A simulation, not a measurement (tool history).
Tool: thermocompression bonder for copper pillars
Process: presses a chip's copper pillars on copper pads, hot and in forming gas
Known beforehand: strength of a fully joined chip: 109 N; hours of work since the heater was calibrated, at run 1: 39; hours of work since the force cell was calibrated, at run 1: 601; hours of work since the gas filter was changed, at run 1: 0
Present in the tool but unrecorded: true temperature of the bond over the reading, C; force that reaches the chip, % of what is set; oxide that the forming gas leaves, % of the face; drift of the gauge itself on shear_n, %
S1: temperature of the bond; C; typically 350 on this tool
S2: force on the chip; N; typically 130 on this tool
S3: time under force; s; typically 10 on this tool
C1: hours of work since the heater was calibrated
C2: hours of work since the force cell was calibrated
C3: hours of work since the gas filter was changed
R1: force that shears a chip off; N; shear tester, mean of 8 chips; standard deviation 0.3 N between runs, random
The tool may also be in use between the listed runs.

| run | hour | S1 | S2 | S3 | C1 | C2 | C3 | R1 |
|---|---|---|---|---|---|---|---|---|
| 1 | 0.0 | 350 | 130 | 10 | 39 | 601 | 0 | 51.2 |
| 2 | 9.7 | 350 | 130 | 11 | 46 | 608 | 7 | 52.8 |
| 3 | 21.6 | 350 | 130 | 11 | 54 | 616 | 15 | 53.2 |
| 4 | 30.5 | 350 | 161 | 10 | 60 | 623 | 22 | 59.5 |
| 5 | 40.8 | 350 | 161 | 10 | 68 | 630 | 29 | 59.8 |
| 6 | 54.4 | 374 | 130 | 10 | 77 | 640 | 39 | 59.4 |
| 7 | 73.3 | 374 | 130 | 10 | 91 | 653 | 52 | 59.7 |
| 8 | 82.4 | 350 | 104 | 10 | 97 | 659 | 58 | 42.3 |
| 9 | 91.7 | 350 | 104 | 10 | 104 | 666 | 65 | 41.9 |
| 10 | 107.2 | 350 | 130 | 15 | 115 | 677 | 76 | 57.4 |
| 11 | 126.1 | 350 | 130 | 28 | 128 | 690 | 89 | 69.3 |
| 12 | 138.1 | 362 | 130 | 10 | 136 | 699 | 98 | 54.5 |
| 13 | 156.2 | 362 | 130 | 10 | 149 | 712 | 111 | 54.2 |
| 14 | 169.3 | 350 | 130 | 10 | 159 | 721 | 120 | 50.3 |
| 15 | 180.6 | 350 | 130 | 10 | 167 | 729 | 128 | 49.8 |
| 16 | 197.8 | 350 | 130 | 10 | 179 | 741 | 140 | 49.0 |
| 17 | 211.8 | 350 | 130 | 10 | 189 | 751 | 150 | 49.7 |
| 18 | 230.4 | 350 | 98 | 10 | 202 | 764 | 163 | 39.4 |
| 19 | 245.6 | 350 | 98 | 10 | 213 | 775 | 174 | 39.1 |
| 20 | 255.9 | 350 | 130 | 10 | 220 | 782 | 181 | 49.3 |
| 21 | 274.3 | 357 | 81 | 24 | 233 | 795 | 194 | 48.5 |
| 22 | 285.8 | 320 | 147 | 26 | 241 | 803 | 202 | 59.4 |
| 23 | 304.4 | 347 | 147 | 12 | 254 | 817 | 215 | 55.8 |
| 24 | 321.7 | 359 | 148 | 9 | 266 | 829 | 228 | 55.6 |
| 25 | 335.0 | 324 | 90 | 9 | 276 | 838 | 237 | 27.3 |
| 26 | 345.4 | 355 | 90 | 6 | 283 | 846 | 244 | 30.4 |
| 27 | 361.3 | 355 | 90 | 6 | 294 | 857 | 256 | 30.0 |
| 28 | 379.3 | 355 | 90 | 6 | 307 | 870 | 268 | 30.0 |
| 29 | 390.7 | 355 | 155 | 11 | 315 | 878 | 277 | 58.8 |
| 30 | 406.9 | 326 | 96 | 11 | 327 | 889 | 288 | 32.1 |
| 31 | 421.7 | 331 | 157 | 11 | 337 | 900 | 298 | 50.3 |
|  | 428.3 | force cell calibrated |
| 32 | 434.3 | 350 | 92 | 10 | 345 | 4 | 306 | 34.4 |
| 33 | 449.5 | 350 | 155 | 5 | 356 | 15 | 317 | 41.2 |
| 34 | 462.2 | 350 | 155 | 5 | 365 | 24 | 326 | 40.7 |
| 35 | 476.7 | 367 | 156 | 6 | 375 | 34 | 336 | 49.2 |
| 36 | 484.5 | 322 | 130 | 10 | 381 | 40 | 342 | 36.7 |
| 37 | 493.6 | 322 | 130 | 10 | 387 | 46 | 348 | 36.4 |
| 38 | 510.7 | 357 | 96 | 12 | 399 | 58 | 360 | 40.5 |
|  | 518.4 | forming gas filter changed |
| 39 | 519.1 | 357 | 140 | 8 | 405 | 64 | 0 | 51.6 |
| 40 | 532.5 | 374 | 104 | 18 | 414 | 73 | 10 | 60.8 |

Some steps in R1, run to run, broken into two amounts with sign: the step expected even without the hidden condition (settings, incoming material, random variation), and the rest, left for the hidden condition together with whatever gauge scatter is not in both the measured and the hidden-condition-free result:
Run 24 -> 25: S1 359 -> 324, S2 148 -> 90. R1 -28.3 N: hidden state +0.6, all else -28.9.
Run 28 -> 29: S2 90 -> 155, S3 6 -> 11. R1 +28.8 N: hidden state -1.2, all else +30.0.
Run 29 -> 30: S1 355 -> 326, S2 155 -> 96. R1 -26.7 N: hidden state +1.1, all else -27.8.
Run 31 -> 32: S1 331 -> 350, S2 157 -> 92, S3 11 -> 10, force cell calibrated. R1 -15.9 N: hidden state -1.3, all else -14.6.
Run 35 -> 36: S1 367 -> 322, S2 156 -> 130, S3 6 -> 10. R1 -12.5 N: hidden state +1.3, all else -13.8.
Run 38 -> 39: S2 96 -> 140, S3 12 -> 8, forming gas filter changed. R1 +11.1 N: hidden state +4.5, all else +6.6.
